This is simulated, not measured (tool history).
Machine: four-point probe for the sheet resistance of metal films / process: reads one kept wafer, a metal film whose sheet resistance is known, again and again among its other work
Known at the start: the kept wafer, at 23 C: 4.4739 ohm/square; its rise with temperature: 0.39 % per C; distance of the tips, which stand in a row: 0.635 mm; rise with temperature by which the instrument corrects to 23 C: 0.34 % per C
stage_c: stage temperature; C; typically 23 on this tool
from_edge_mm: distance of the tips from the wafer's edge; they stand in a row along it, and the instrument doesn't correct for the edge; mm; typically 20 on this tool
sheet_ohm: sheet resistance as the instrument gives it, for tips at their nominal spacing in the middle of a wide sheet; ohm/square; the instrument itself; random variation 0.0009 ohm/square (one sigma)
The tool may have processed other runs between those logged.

Run 1, hour 0: usual settings. Result: sheet_ohm 4.477503 ohm/square.
Run 2, hour 51: usual settings. Result: sheet_ohm 4.475705 ohm/square.
Run 3, hour 102.6: usual settings. Result: sheet_ohm 4.475881 ohm/square.
Run 4, hour 137.8: usual settings. Result: sheet_ohm 4.476818 ohm/square.
Run 5, hour 202: usual settings but from_edge_mm 7 mm. Result: sheet_ohm 4.493108 ohm/square.
Run 6, hour 262.5: usual settings but from_edge_mm 7 mm. Result: sheet_ohm 4.495373 ohm/square.
Run 7, hour 322.2: usual settings but from_edge_mm 70 mm. Result: sheet_ohm 4.474841 ohm/square.
Run 8, hour 381.8: usual settings but from_edge_mm 70 mm. Result: sheet_ohm 4.474358 ohm/square.
Run 9, hour 426.7: usual settings but from_edge_mm 70 mm. Result: sheet_ohm 4.473895 ohm/square.
Run 10, hour 488.1: usual settings but from_edge_mm 70 mm. Result: sheet_ohm 4.473984 ohm/square.
Run 11, hour 528.2: usual settings but from_edge_mm 6 mm. Result: sheet_ohm 4.500789 ohm/square.
Run 12, hour 559.2: usual settings but from_edge_mm 6 mm. Result: sheet_ohm 4.501406 ohm/square.
Run 13, hour 608.1: usual settings but from_edge_mm 6 mm. Result: sheet_ohm 4.500603 ohm/square.
Run 14, hour 668.6: usual settings but from_edge_mm 6 mm. Result: sheet_ohm 4.501707 ohm/square.
Run 15, hour 716.3: usual settings but stage_c 19 C. Result: sheet_ohm 4.468663 ohm/square.
Run 16, hour 771.4: usual settings but stage_c 19 C, from_edge_mm 64 mm. Result: sheet_ohm 4.466378 ohm/square.
Run 17, hour 827.4: usual settings but stage_c 22 C, from_edge_mm 4 mm. Result: sheet_ohm 4.533324 ohm/square.
Run 18, hour 866.4: usual settings but from_edge_mm 26 mm. Result: sheet_ohm 4.474839 ohm/square.
Run 19, hour 914.3: usual settings but from_edge_mm 26 mm. Result: sheet_ohm 4.476304 ohm/square.
Run 20, hour 959.8: usual settings but stage_c 27 C, from_edge_mm 5 mm. Result: sheet_ohm 4.52082 ohm/square.
Run 21, hour 1014.2: usual settings but stage_c 27 C, from_edge_mm 51 mm. Result: sheet_ohm 4.483131 ohm/square.
Run 22, hour 1066.6: usual settings but stage_c 28 C, from_edge_mm 28 mm. Result: sheet_ohm 4.486287 ohm/square.
Run 23, hour 1102.8: usual settings but stage_c 25 C, from_edge_mm 52 mm. Result: sheet_ohm 4.479018 ohm/square.
Run 24, hour 1137: usual settings but stage_c 25 C, from_edge_mm 52 mm. Result: sheet_ohm 4.477564 ohm/square.
Run 25, hour 1184.5: usual settings but stage_c 25 C, from_edge_mm 11 mm. Result: sheet_ohm 4.488262 ohm/square.
Run 26, hour 1235.6: usual settings but stage_c 25 C, from_edge_mm 29 mm. Result: sheet_ohm 4.480317 ohm/square.
Run 27, hour 1275.9: usual settings but stage_c 34 C, from_edge_mm 6 mm. Result: sheet_ohm 4.523001 ohm/square.
Run 28, hour 1330.5: usual settings but stage_c 31 C, from_edge_mm 38 mm. Result: sheet_ohm 4.491865 ohm/square.
Run 29, hour 1364.9: usual settings but from_edge_mm 3 mm. Result: sheet_ohm 4.580774 ohm/square.
Run 30, hour 1394.2: usual settings but stage_c 34 C, from_edge_mm 50 mm. Result: sheet_ohm 4.497022 ohm/square.
Run 31, hour 1458: usual settings but stage_c 29 C, from_edge_mm 37 mm. Result: sheet_ohm 4.488739 ohm/square.
Run 32, hour 1485.8: usual settings but stage_c 33 C, from_edge_mm 4 mm. Result: sheet_ohm 4.556151 ohm/square.

Alternative continuations, all from the tool just after run 32; predict every row:
At hour 1504.7: new probe head fitted.
Run A, hour 1535.5: usual settings but stage_c 24 C, from_edge_mm 7 mm. Result: sheet_ohm ?.
At hour 1504.7: new probe head fitted.
Run B, hour 1535.5: usual settings but stage_c 29 C, from_edge_mm 7 mm. Result: sheet_ohm ?.
At hour 1504.7: new probe head fitted.
Run C, hour 1535.5: usual settings but stage_c 20 C, from_edge_mm 6 mm. Result: sheet_ohm ?.
At hour 1504.7: new probe head fitted.
Run D, hour 1535.5: usual settings but stage_c 20 C, from_edge_mm 53 mm. Result: sheet_ohm ?.

run  sheet_ohm
  A   4.495318
  B   4.506898
  C   4.495113
  D   4.468628
With the hidden condition removed and each run's random variation left untouched, the same runs would have given:
run  sheet_ohm
  A   4.495367
  B   4.506947
  C   4.495161
  D   4.468676
